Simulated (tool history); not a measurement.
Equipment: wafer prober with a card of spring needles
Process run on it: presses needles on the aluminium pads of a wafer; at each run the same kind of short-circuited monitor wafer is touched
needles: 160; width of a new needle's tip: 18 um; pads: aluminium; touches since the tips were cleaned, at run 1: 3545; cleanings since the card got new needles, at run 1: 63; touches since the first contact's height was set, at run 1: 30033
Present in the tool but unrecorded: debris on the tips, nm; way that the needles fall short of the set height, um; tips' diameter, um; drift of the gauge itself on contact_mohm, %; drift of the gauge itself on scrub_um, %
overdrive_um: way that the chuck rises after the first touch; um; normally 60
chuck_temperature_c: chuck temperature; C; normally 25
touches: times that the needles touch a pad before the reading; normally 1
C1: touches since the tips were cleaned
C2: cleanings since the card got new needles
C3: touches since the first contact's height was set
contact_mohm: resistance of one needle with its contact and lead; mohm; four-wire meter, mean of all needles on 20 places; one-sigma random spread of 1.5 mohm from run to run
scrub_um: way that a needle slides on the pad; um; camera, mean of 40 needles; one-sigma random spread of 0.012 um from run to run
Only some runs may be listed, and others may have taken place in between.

{"run": 1, "hour": 0.0, "overdrive_um": 60, "chuck_temperature_c": 25, "touches": 1, "C1": 3545, "C2": 63, "C3": 30033, "contact_mohm": 136, "scrub_um": 11.16}
{"hour": 2.2, "done": "tips cleaned on abrasive film"}
{"hour": 10.9, "done": "tips cleaned on abrasive film"}
{"hour": 21.6, "done": "tips cleaned on abrasive film"}
{"hour": 32.4, "done": "tips cleaned on abrasive film"}
{"run": 2, "hour": 34.1, "overdrive_um": 60, "chuck_temperature_c": 25, "touches": 1, "C1": 863, "C2": 67, "C3": 46789, "contact_mohm": 136, "scrub_um": 11.17}
{"hour": 42.8, "done": "tips cleaned on abrasive film"}
{"hour": 53.5, "done": "tips cleaned on abrasive film"}
{"hour": 64.3, "done": "tips cleaned on abrasive film"}
{"run": 3, "hour": 67.4, "overdrive_um": 65, "chuck_temperature_c": 25, "touches": 1, "C1": 1532, "C2": 70, "C3": 63154, "contact_mohm": 135, "scrub_um": 12.09}
{"hour": 73.9, "done": "tips cleaned on abrasive film"}
{"hour": 82.5, "done": "tips cleaned on abrasive film"}
{"hour": 87.1, "done": "height of the first contact set anew"}
{"hour": 93.6, "done": "tips cleaned on abrasive film"}
{"hour": 104.3, "done": "tips cleaned on abrasive film"}
{"run": 4, "hour": 108.5, "overdrive_um": 65, "chuck_temperature_c": 25, "touches": 1, "C1": 2073, "C2": 74, "C3": 10549, "contact_mohm": 136, "scrub_um": 12.11}
{"hour": 115.0, "done": "tips cleaned on abrasive film"}
{"hour": 123.6, "done": "tips cleaned on abrasive film"}
{"hour": 134.4, "done": "tips cleaned on abrasive film"}
{"hour": 144.1, "done": "tips cleaned on abrasive film"}
{"run": 5, "hour": 144.1, "overdrive_um": 60, "chuck_temperature_c": 25, "touches": 1, "C1": 0, "C2": 78, "C3": 28047, "contact_mohm": 138, "scrub_um": 11.17}
{"hour": 154.9, "done": "tips cleaned on abrasive film"}
{"hour": 165.7, "done": "tips cleaned on abrasive film"}
{"hour": 176.4, "done": "tips cleaned on abrasive film"}
{"hour": 187.2, "done": "tips cleaned on abrasive film"}
{"run": 6, "hour": 190.6, "overdrive_um": 60, "chuck_temperature_c": 25, "touches": 1, "C1": 1687, "C2": 82, "C3": 50924, "contact_mohm": 137, "scrub_um": 11.2}
{"hour": 197.1, "done": "tips cleaned on abrasive film"}
{"hour": 205.7, "done": "tips cleaned on abrasive film"}
{"run": 7, "hour": 212.2, "overdrive_um": 60, "chuck_temperature_c": 25, "touches": 1, "C1": 3202, "C2": 84, "C3": 61542, "contact_mohm": 134, "scrub_um": 11.19}
{"hour": 214.4, "done": "tips cleaned on abrasive film"}
{"hour": 225.2, "done": "tips cleaned on abrasive film"}
{"hour": 235.9, "done": "tips cleaned on abrasive film"}
{"hour": 236.2, "done": "height of the first contact set anew"}
{"hour": 247.0, "done": "tips cleaned on abrasive film"}
{"run": 8, "hour": 250.2, "overdrive_um": 60, "chuck_temperature_c": 25, "touches": 1, "C1": 1595, "C2": 88, "C3": 6893, "contact_mohm": 137, "scrub_um": 11.18}
{"hour": 256.7, "done": "tips cleaned on abrasive film"}
{"hour": 267.5, "done": "tips cleaned on abrasive film"}
{"hour": 278.2, "done": "tips cleaned on abrasive film"}
{"hour": 289.0, "done": "tips cleaned on abrasive film"}
{"hour": 299.7, "done": "tips cleaned on abrasive film"}
{"run": 9, "hour": 302.2, "overdrive_um": 60, "chuck_temperature_c": 25, "touches": 1, "C1": 1230, "C2": 93, "C3": 32472, "contact_mohm": 136, "scrub_um": 11.22}
{"hour": 308.7, "done": "tips cleaned on abrasive film"}
{"hour": 319.5, "done": "tips cleaned on abrasive film"}
{"hour": 330.2, "done": "tips cleaned on abrasive film"}
{"hour": 340.2, "done": "tips cleaned on abrasive film"}
{"run": 10, "hour": 340.2, "overdrive_um": 60, "chuck_temperature_c": 25, "touches": 1, "C1": 0, "C2": 97, "C3": 51164, "contact_mohm": 137, "scrub_um": 11.22}
{"hour": 351.0, "done": "tips cleaned on abrasive film"}
{"hour": 359.6, "done": "tips cleaned on abrasive film"}
{"hour": 370.4, "done": "tips cleaned on abrasive film"}
{"run": 11, "hour": 375.0, "overdrive_um": 60, "chuck_temperature_c": 25, "touches": 1, "C1": 2306, "C2": 100, "C3": 68303, "contact_mohm": 133, "scrub_um": 11.25}
{"hour": 379.4, "done": "tips cleaned on abrasive film"}
{"hour": 386.1, "done": "height of the first contact set anew"}
{"hour": 390.5, "done": "tips cleaned on abrasive film"}
{"hour": 401.2, "done": "tips cleaned on abrasive film"}
{"hour": 410.0, "done": "tips cleaned on abrasive film"}
{"run": 12, "hour": 410.0, "overdrive_um": 60, "chuck_temperature_c": 25, "touches": 1, "C1": 0, "C2": 104, "C3": 11719, "contact_mohm": 136, "scrub_um": 11.24}
{"hour": 418.6, "done": "tips cleaned on abrasive film"}
{"hour": 427.3, "done": "tips cleaned on abrasive film"}
{"hour": 438.0, "done": "tips cleaned on abrasive film"}
{"hour": 448.8, "done": "tips cleaned on abrasive film"}
{"hour": 459.6, "done": "tips cleaned on abrasive film"}
{"run": 13, "hour": 462.5, "overdrive_um": 50, "chuck_temperature_c": 25, "touches": 1, "C1": 1453, "C2": 109, "C3": 37549, "contact_mohm": 142, "scrub_um": 9.34}
{"hour": 469.0, "done": "tips cleaned on abrasive film"}
{"hour": 479.7, "done": "tips cleaned on abrasive film"}
{"hour": 488.4, "done": "tips cleaned on abrasive film"}
{"hour": 499.1, "done": "tips cleaned on abrasive film"}
{"hour": 507.8, "done": "tips cleaned on abrasive film"}
{"run": 14, "hour": 509.5, "overdrive_um": 50, "chuck_temperature_c": 25, "touches": 1, "C1": 847, "C2": 114, "C3": 60645, "contact_mohm": 139, "scrub_um": 9.39}
{"hour": 518.1, "done": "tips cleaned on abrasive film"}
{"hour": 528.9, "done": "tips cleaned on abrasive film"}
{"hour": 535.6, "done": "height of the first contact set anew"}
{"hour": 539.9, "done": "tips cleaned on abrasive film"}
{"hour": 549.3, "done": "tips cleaned on abrasive film"}
{"run": 15, "hour": 549.3, "overdrive_um": 50, "chuck_temperature_c": 25, "touches": 1, "C1": 0, "C2": 118, "C3": 6716, "contact_mohm": 137, "scrub_um": 9.4}
{"hour": 557.9, "done": "tips cleaned on abrasive film"}
{"hour": 568.7, "done": "tips cleaned on abrasive film"}
{"hour": 579.4, "done": "tips cleaned on abrasive film"}
{"hour": 590.2, "done": "tips cleaned on abrasive film"}
{"run": 16, "hour": 592.9, "overdrive_um": 50, "chuck_temperature_c": 25, "touches": 1, "C1": 1342, "C2": 122, "C3": 28190, "contact_mohm": 140, "scrub_um": 9.38}
{"hour": 599.4, "done": "tips cleaned on abrasive film"}
{"hour": 610.2, "done": "tips cleaned on abrasive film"}
{"hour": 620.9, "done": "tips cleaned on abrasive film"}
{"hour": 631.7, "done": "tips cleaned on abrasive film"}
{"run": 17, "hour": 636.8, "overdrive_um": 43, "chuck_temperature_c": 39, "touches": 1, "C1": 2517, "C2": 126, "C3": 49776, "contact_mohm": 143, "scrub_um": 8.08}
{"hour": 641.1, "done": "tips cleaned on abrasive film"}
{"hour": 649.8, "done": "tips cleaned on abrasive film"}
{"hour": 660.5, "done": "tips cleaned on abrasive film"}
{"hour": 669.1, "done": "tips cleaned on abrasive film"}
{"run": 18, "hour": 674.0, "overdrive_um": 49, "chuck_temperature_c": 74, "touches": 1, "C1": 2430, "C2": 130, "C3": 68084, "contact_mohm": 149, "scrub_um": 9.22}
{"hour": 678.4, "done": "tips cleaned on abrasive film"}
{"hour": 685.1, "done": "height of the first contact set anew"}
{"hour": 689.5, "done": "tips cleaned on abrasive film"}
{"hour": 698.1, "done": "tips cleaned on abrasive film"}
{"run": 19, "hour": 700.0, "overdrive_um": 74, "chuck_temperature_c": 49, "touches": 1, "C1": 956, "C2": 133, "C3": 7313, "contact_mohm": 136, "scrub_um": 13.92}
{"hour": 708.6, "done": "tips cleaned on abrasive film"}
{"hour": 719.4, "done": "tips cleaned on abrasive film"}
{"hour": 728.8, "done": "tips cleaned on abrasive film"}
{"run": 20, "hour": 728.8, "overdrive_um": 74, "chuck_temperature_c": 49, "touches": 1, "C1": 0, "C2": 136, "C3": 21446, "contact_mohm": 136, "scrub_um": 13.9}
{"hour": 739.5, "done": "tips cleaned on abrasive film"}
{"hour": 750.3, "done": "tips cleaned on abrasive film"}
{"hour": 761.1, "done": "tips cleaned on abrasive film"}
{"run": 21, "hour": 765.0, "overdrive_um": 48, "chuck_temperature_c": 25, "touches": 2, "C1": 1947, "C2": 139, "C3": 39286, "contact_mohm": 137, "scrub_um": 9.05}
{"hour": 771.5, "done": "tips cleaned on abrasive film"}
{"hour": 782.2, "done": "tips cleaned on abrasive film"}
{"hour": 790.9, "done": "tips cleaned on abrasive film"}
{"hour": 801.6, "done": "tips cleaned on abrasive film"}
{"run": 22, "hour": 804.1, "overdrive_um": 60, "chuck_temperature_c": 58, "touches": 2, "C1": 1232, "C2": 143, "C3": 58530, "contact_mohm": 143, "scrub_um": 11.3}
{"hour": 810.6, "done": "tips cleaned on abrasive film"}
{"hour": 821.4, "done": "tips cleaned on abrasive film"}
{"hour": 832.1, "done": "tips cleaned on abrasive film"}
{"hour": 834.6, "done": "height of the first contact set anew"}
{"hour": 841.1, "done": "tips cleaned on abrasive film"}
{"hour": 851.8, "done": "tips cleaned on abrasive film"}
{"run": 23, "hour": 851.8, "overdrive_um": 57, "chuck_temperature_c": 61, "touches": 3, "C1": 3, "C2": 148, "C3": 8478, "contact_mohm": 142, "scrub_um": 10.77}
{"hour": 862.5, "done": "tips cleaned on abrasive film"}
{"hour": 873.3, "done": "tips cleaned on abrasive film"}
{"hour": 884.1, "done": "tips cleaned on abrasive film"}
{"hour": 894.8, "done": "tips cleaned on abrasive film"}
{"run": 24, "hour": 902.8, "overdrive_um": 54, "chuck_temperature_c": 25, "touches": 2, "C1": 3955, "C2": 152, "C3": 33587, "contact_mohm": 138, "scrub_um": 10.2}
{"hour": 905.0, "done": "tips cleaned on abrasive film"}
{"hour": 915.8, "done": "tips cleaned on abrasive film"}
{"hour": 926.5, "done": "tips cleaned on abrasive film"}
{"hour": 935.2, "done": "tips cleaned on abrasive film"}
{"hour": 945.9, "done": "tips cleaned on abrasive film"}
{"run": 25, "hour": 952.5, "overdrive_um": 54, "chuck_temperature_c": 25, "touches": 2, "C1": 3290, "C2": 157, "C3": 58045, "contact_mohm": 139, "scrub_um": 10.2}

Pick out some run-to-run changes in scrub_um. Of each, how much would a tool without hidden state show as well, from the settings, what came in and chance, and how much is left for the hidden state and any gauge scatter not in both results compared?
Run 18 -> 19: overdrive_um 49 -> 74, chuck_temperature_c 74 -> 49, tips cleaned on abrasive film, height of the first contact set anew, tips cleaned on abrasive film, tips cleaned on abrasive film. scrub_um +4.70 um: hidden state +0.05, all else +4.65.
Run 20 -> 21: overdrive_um 74 -> 48, chuck_temperature_c 49 -> 25, touches 1 -> 2, tips cleaned on abrasive film, tips cleaned on abrasive film, tips cleaned on abrasive film. scrub_um -4.85 um: hidden state -0.05, all else -4.80.
